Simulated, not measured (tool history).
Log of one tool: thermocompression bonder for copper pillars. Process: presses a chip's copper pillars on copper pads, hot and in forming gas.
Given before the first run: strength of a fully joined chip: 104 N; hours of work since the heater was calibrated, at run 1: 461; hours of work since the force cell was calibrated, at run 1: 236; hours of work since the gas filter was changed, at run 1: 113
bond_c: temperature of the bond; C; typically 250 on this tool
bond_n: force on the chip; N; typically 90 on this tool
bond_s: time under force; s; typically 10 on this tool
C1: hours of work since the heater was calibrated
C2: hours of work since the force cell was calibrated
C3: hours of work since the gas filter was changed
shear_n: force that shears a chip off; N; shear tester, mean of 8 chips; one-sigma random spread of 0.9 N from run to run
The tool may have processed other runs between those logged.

run 1 day=0 | bond_c=250 bond_n=90 bond_s=10 | C1=461 C2=236 C3=113 | shear_n=74.7
run 2 day=1.358 | bond_c=250 bond_n=90 bond_s=10 | C1=484 C2=260 C3=136 | shear_n=76.4
-- day=3.05 forming gas filter changed
run 3 day=3.262 | bond_c=250 bond_n=90 bond_s=10 | C1=517 C2=292 C3=4 | shear_n=74.8
run 4 day=5.675 | bond_c=250 bond_n=90 bond_s=10 | C1=559 C2=334 C3=46 | shear_n=76.5
run 5 day=7.858 | bond_c=247 bond_n=90 bond_s=10 | C1=597 C2=372 C3=84 | shear_n=73.1
run 6 day=9.65 | bond_c=247 bond_n=90 bond_s=10 | C1=628 C2=403 C3=115 | shear_n=71.9
-- day=11 heater calibrated with a thermocouple chip
run 7 day=12.112 | bond_c=247 bond_n=90 bond_s=10 | C1=19 C2=444 C3=156 | shear_n=72
-- day=12.788 forming gas filter changed
run 8 day=14.017 | bond_c=247 bond_n=90 bond_s=10 | C1=52 C2=477 C3=21 | shear_n=72.4
run 9 day=16.192 | bond_c=250 bond_n=90 bond_s=10 | C1=90 C2=515 C3=59 | shear_n=73.7
run 10 day=19.375 | bond_c=250 bond_n=90 bond_s=14 | C1=145 C2=570 C3=114 | shear_n=78.8
run 11 day=21.892 | bond_c=250 bond_n=90 bond_s=14 | C1=189 C2=614 C3=158 | shear_n=81.7
-- day=22.512 forming gas filter changed
run 12 day=25.121 | bond_c=250 bond_n=90 bond_s=14 | C1=244 C2=670 C3=45 | shear_n=80.6
run 13 day=27.896 | bond_c=250 bond_n=90 bond_s=10 | C1=293 C2=718 C3=94 | shear_n=75.2
run 14 day=30.321 | bond_c=250 bond_n=70 bond_s=10 | C1=335 C2=760 C3=136 | shear_n=68.4
-- day=32.167 forming gas filter changed
run 15 day=33.129 | bond_c=250 bond_n=70 bond_s=10 | C1=383 C2=808 C3=17 | shear_n=70
run 16 day=35.642 | bond_c=236 bond_n=70 bond_s=10 | C1=427 C2=852 C3=60 | shear_n=55
run 17 day=38.375 | bond_c=236 bond_n=70 bond_s=10 | C1=474 C2=899 C3=108 | shear_n=55.4
run 18 day=40.9 | bond_c=236 bond_n=70 bond_s=10 | C1=518 C2=943 C3=152 | shear_n=55.5
-- day=41.8 forming gas filter changed
run 19 day=43.142 | bond_c=256 bond_n=83 bond_s=10 | C1=557 C2=982 C3=23 | shear_n=79.4
run 20 day=46.338 | bond_c=258 bond_n=78 bond_s=6 | C1=612 C2=1037 C3=79 | shear_n=68.4
-- day=48.604 heater calibrated with a thermocouple chip
run 21 day=49.371 | bond_c=258 bond_n=78 bond_s=6 | C1=13 C2=1089 C3=130 | shear_n=69
-- day=51.396 forming gas filter changed
run 22 day=51.592 | bond_c=258 bond_n=78 bond_s=27 | C1=52 C2=1127 C3=3 | shear_n=93.8
run 23 day=54.35 | bond_c=258 bond_n=78 bond_s=27 | C1=99 C2=1175 C3=51 | shear_n=92.3
run 24 day=56.108 | bond_c=258 bond_n=78 bond_s=27 | C1=130 C2=1205 C3=82 | shear_n=94.7
run 25 day=57.838 | bond_c=253 bond_n=117 bond_s=18 | C1=160 C2=1235 C3=112 | shear_n=92.4
run 26 day=60.362 | bond_c=273 bond_n=70 bond_s=10 | C1=204 C2=1279 C3=156 | shear_n=86.5
-- day=61.071 forming gas filter changed
run 27 day=63.412 | bond_c=277 bond_n=58 bond_s=18 | C1=256 C2=1332 C3=41 | shear_n=93.4
run 28 day=65.338 | bond_c=277 bond_n=129 bond_s=21 | C1=290 C2=1365 C3=74 | shear_n=102.1
run 29 day=67.375 | bond_c=246 bond_n=91 bond_s=29 | C1=325 C2=1400 C3=109 | shear_n=90.6
run 30 day=70.042 | bond_c=222 bond_n=91 bond_s=29 | C1=372 C2=1447 C3=156 | shear_n=71.5
-- day=70.658 forming gas filter changed
run 31 day=71.4 | bond_c=222 bond_n=91 bond_s=29 | C1=395 C2=1470 C3=13 | shear_n=71.8
run 32 day=73.229 | bond_c=222 bond_n=91 bond_s=29 | C1=426 C2=1502 C3=45 | shear_n=70.2
run 33 day=76.238 | bond_c=249 bond_n=123 bond_s=13 | C1=479 C2=1554 C3=97 | shear_n=86.7

Across each entry between runs, compare the hidden state at the last listed run before it with the hidden state at the first listed run after it:
Run 2 -> run 3: forming gas filter changed (day 3.05)
  oxide that the forming gas leaves, % of the face: 0.78 -> 0.51
Run 6 -> run 7: heater calibrated with a thermocouple chip (day 11)
  true temperature of the bond over the reading, C: 0.4 -> 0; force that reaches the chip, % of what is set: 100 -> 100.1; oxide that the forming gas leaves, % of the face: 0.73 -> 0.81
Run 7 -> run 8: forming gas filter changed (day 12.788)
  oxide that the forming gas leaves, % of the face: 0.81 -> 0.54
Run 11 -> run 12: forming gas filter changed (day 22.512)
  true temperature of the bond over the reading, C: 0.1 -> 0.2; oxide that the forming gas leaves, % of the face: 0.82 -> 0.59
Run 14 -> run 15: forming gas filter changed (day 32.167)
  oxide that the forming gas leaves, % of the face: 0.76 -> 0.54
Run 18 -> run 19: forming gas filter changed (day 41.8)
  oxide that the forming gas leaves, % of the face: 0.8 -> 0.54
Run 20 -> run 21: heater calibrated with a thermocouple chip (day 48.604)
  true temperature of the bond over the reading, C: 0.4 -> 0; oxide that the forming gas leaves, % of the face: 0.65 -> 0.75
Run 21 -> run 22: forming gas filter changed (day 51.396)
  oxide that the forming gas leaves, % of the face: 0.75 -> 0.51
Run 26 -> run 27: forming gas filter changed (day 61.071)
  true temperature of the bond over the reading, C: 0.1 -> 0.2; oxide that the forming gas leaves, % of the face: 0.81 -> 0.58
Run 30 -> run 31: forming gas filter changed (day 70.658)
  oxide that the forming gas leaves, % of the face: 0.8 -> 0.53
